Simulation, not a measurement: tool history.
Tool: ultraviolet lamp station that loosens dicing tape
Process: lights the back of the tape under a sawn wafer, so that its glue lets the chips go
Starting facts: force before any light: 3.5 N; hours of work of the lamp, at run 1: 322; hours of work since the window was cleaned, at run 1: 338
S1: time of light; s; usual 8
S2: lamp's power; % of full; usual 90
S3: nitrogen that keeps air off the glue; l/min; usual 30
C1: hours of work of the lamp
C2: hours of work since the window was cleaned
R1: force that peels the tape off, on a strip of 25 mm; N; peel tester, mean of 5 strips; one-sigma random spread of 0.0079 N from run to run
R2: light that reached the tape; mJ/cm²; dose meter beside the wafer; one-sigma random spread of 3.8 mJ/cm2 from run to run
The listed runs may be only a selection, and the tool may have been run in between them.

Run 1, hour 0.0: usual settings; C1 322; C2 338. Result: R1 0.335 N, R2 602 mJ/cm².
Run 2, hour 18.4: usual settings; C1 332; C2 348. Result: R1 0.340 N, R2 612 mJ/cm².
Run 3, hour 38.1: usual settings; C1 343; C2 359. Result: R1 0.342 N, R2 602 mJ/cm².
Run 4, hour 62.7: usual settings; C1 357; C2 373. Result: R1 0.338 N, R2 596 mJ/cm².
Run 5, hour 82.4: usual settings but S2 91 % of full; C1 367; C2 383. Result: R1 0.354 N, R2 604 mJ/cm².
Run 6, hour 100.6: usual settings but S2 91 % of full; C1 377; C2 393. Result: R1 0.351 N, R2 608 mJ/cm².
Run 7, hour 117.3: usual settings but S2 91 % of full; C1 387; C2 403. Result: R1 0.351 N, R2 609 mJ/cm².
Run 8, hour 140.5: usual settings but S2 91 % of full; C1 399; C2 415. Result: R1 0.339 N, R2 599 mJ/cm².
Run 9, hour 154.6: usual settings but S1 7 s; C1 407; C2 423. Result: R1 0.427 N, R2 516 mJ/cm².
Run 10, hour 168.7: usual settings but S1 7 s; C1 415; C2 431. Result: R1 0.439 N, R2 526 mJ/cm².
Run 11, hour 192.9: usual settings but S1 13 s; C1 428; C2 444. Result: R1 0.200 N, R2 964 mJ/cm².
Run 12, hour 217.6: usual settings but S2 72 % of full; C1 441; C2 458. Result: R1 0.498 N, R2 473 mJ/cm².
Run 13, hour 243.4: usual settings but S2 72 % of full; C1 456; C2 472. Result: R1 0.500 N, R2 474 mJ/cm².
Run 14, hour 269.9: usual settings but S2 72 % of full; C1 470; C2 486. Result: R1 0.498 N, R2 473 mJ/cm².
Run 15, hour 289.7: usual settings; C1 481; C2 497. Result: R1 0.354 N, R2 586 mJ/cm².
Run 16, hour 307.3: usual settings but S2 70 % of full; C1 491; C2 507. Result: R1 0.498 N, R2 451 mJ/cm².
Run 17, hour 332.6: usual settings but S2 70 % of full; C1 504; C2 520. Result: R1 0.551 N, R2 451 mJ/cm².
Run 18, hour 358.7: usual settings but S1 9 s, S2 70 % of full; C1 519; C2 535. Result: R1 0.460 N, R2 505 mJ/cm².
Run 19, hour 371.3: usual settings but S1 9 s, S2 70 % of full; C1 526; C2 542. Result: R1 0.448 N, R2 509 mJ/cm².
Run 20, hour 388.9: usual settings but S1 15 s; C1 535; C2 551. Result: R1 0.196 N, R2 1087 mJ/cm².
Run 21, hour 403.6: usual settings but S3 32 l/min; C1 543; C2 559. Result: R1 0.343 N, R2 579 mJ/cm².
Run 22, hour 428.1: usual settings but S3 21 l/min; C1 557; C2 573. Result: R1 0.461 N, R2 578 mJ/cm².
Run 23, hour 443.3: usual settings but S3 29 l/min; C1 565; C2 581. Result: R1 0.368 N, R2 573 mJ/cm².
Run 24, hour 464.3: usual settings but S2 70 % of full, S3 24 l/min; C1 577; C2 593. Result: R1 0.608 N, R2 441 mJ/cm².
Run 25, hour 485.9: usual settings but S1 14 s, S2 70 % of full, S3 15 l/min; C1 588; C2 604. Result: R1 0.364 N, R2 779 mJ/cm².
Run 26, hour 510.1: usual settings but S1 14 s, S2 70 % of full, S3 15 l/min; C1 602; C2 618. Result: R1 0.359 N, R2 779 mJ/cm².
Run 27, hour 532.4: usual settings but S1 5 s, S2 78 % of full, S3 15 l/min; C1 614; C2 630. Result: R1 1.245 N, R2 303 mJ/cm².
At hour 554.8: window cleaned of glue's vapour.
Run 28, hour 558.5: usual settings but S3 17 l/min; C1 628; C2 2. Result: R1 0.514 N, R2 593 mJ/cm².
Run 29, hour 572.8: usual settings but S2 66 % of full; C1 636; C2 10. Result: R1 0.573 N, R2 436 mJ/cm².
Run 30, hour 595.2: usual settings but S1 15 s, S3 58 l/min; C1 648; C2 22. Result: R1 0.182 N, R2 1101 mJ/cm².
Run 31, hour 607.3: usual settings but S1 9 s, S2 64 % of full, S3 41 l/min; C1 655; C2 29. Result: R1 0.427 N, R2 467 mJ/cm².
Run 32, hour 633.1: usual settings but S1 9 s, S2 64 % of full, S3 41 l/min; C1 669; C2 43. Result: R1 0.412 N, R2 470 mJ/cm².
Run 33, hour 659.0: usual settings but S1 9 s, S2 64 % of full, S3 41 l/min; C1 683; C2 57. Result: R1 0.424 N, R2 463 mJ/cm².
Run 34, hour 680.1: usual settings but S1 9 s, S2 64 % of full, S3 41 l/min; C1 694; C2 69. Result: R1 0.439 N, R2 465 mJ/cm².
Run 35, hour 698.6: usual settings but S1 9 s, S2 64 % of full, S3 41 l/min; C1 705; C2 79. Result: R1 0.424 N, R2 463 mJ/cm².
Run 36, hour 717.4: usual settings but S1 9 s, S2 64 % of full, S3 41 l/min; C1 715; C2 89. Result: R1 0.428 N, R2 463 mJ/cm².
Run 37, hour 733.4: usual settings but S1 9 s, S2 64 % of full, S3 41 l/min; C1 724; C2 98. Result: R1 0.436 N, R2 461 mJ/cm².
Run 38, hour 756.1: usual settings but S1 12 s, S3 31 l/min; C1 736; C2 110. Result: R1 0.221 N, R2 870 mJ/cm².
Run 39, hour 776.9: usual settings but S1 7 s, S2 93 % of full, S3 16 l/min; C1 747; C2 122. Result: R1 0.655 N, R2 517 mJ/cm².
Run 40, hour 794.9: usual settings but S1 7 s, S2 74 % of full, S3 11 l/min; C1 757; C2 131. Result: R1 1.027 N, R2 408 mJ/cm².
Run 41, hour 814.6: usual settings but S1 15 s, S2 81 % of full, S3 40 l/min; C1 768; C2 142. Result: R1 0.195 N, R2 966 mJ/cm².
Run 42, hour 835.8: usual settings but S2 75 % of full; C1 780; C2 154. Result: R1 0.492 N, R2 474 mJ/cm².
Run 43, hour 858.6: usual settings but S1 9 s, S2 75 % of full, S3 25 l/min; C1 792; C2 166. Result: R1 0.452 N, R2 540 mJ/cm².

5 options for the next run, each taken on its own from the tool as it stands now. Forecast them:
Run A, hour 872.2: usual settings but S1 9 s, S2 96 % of full, S3 25 l/min; C1 800; C2 174. Result: R1 ?, R2 ?.
Run B, hour 872.2: usual settings but S2 86 % of full, S3 53 l/min; C1 800; C2 174. Result: R1 ?, R2 ?.
Run C, hour 872.2: usual settings but S1 9 s, S2 61 % of full, S3 18 l/min; C1 800; C2 174. Result: R1 ?, R2 ?.
Run D, hour 872.2: usual settings but S2 88 % of full, S3 18 l/min; C1 800; C2 174. Result: R1 ?, R2 ?.
Run E, hour 872.2: usual settings but S1 4 s, S3 21 l/min; C1 800; C2 174. Result: R1 ?, R2 ?.

run     R1   R2
  A  0.324  675
  B  0.301  544
  C  0.737  431
  D  0.564  556
  E  1.149  285
With no hidden state in the tool, these same runs would have given:
run     R1   R2
  A  0.269  777
  B  0.255  626
  C  0.606  496
  D  0.456  640
  E  0.984  328

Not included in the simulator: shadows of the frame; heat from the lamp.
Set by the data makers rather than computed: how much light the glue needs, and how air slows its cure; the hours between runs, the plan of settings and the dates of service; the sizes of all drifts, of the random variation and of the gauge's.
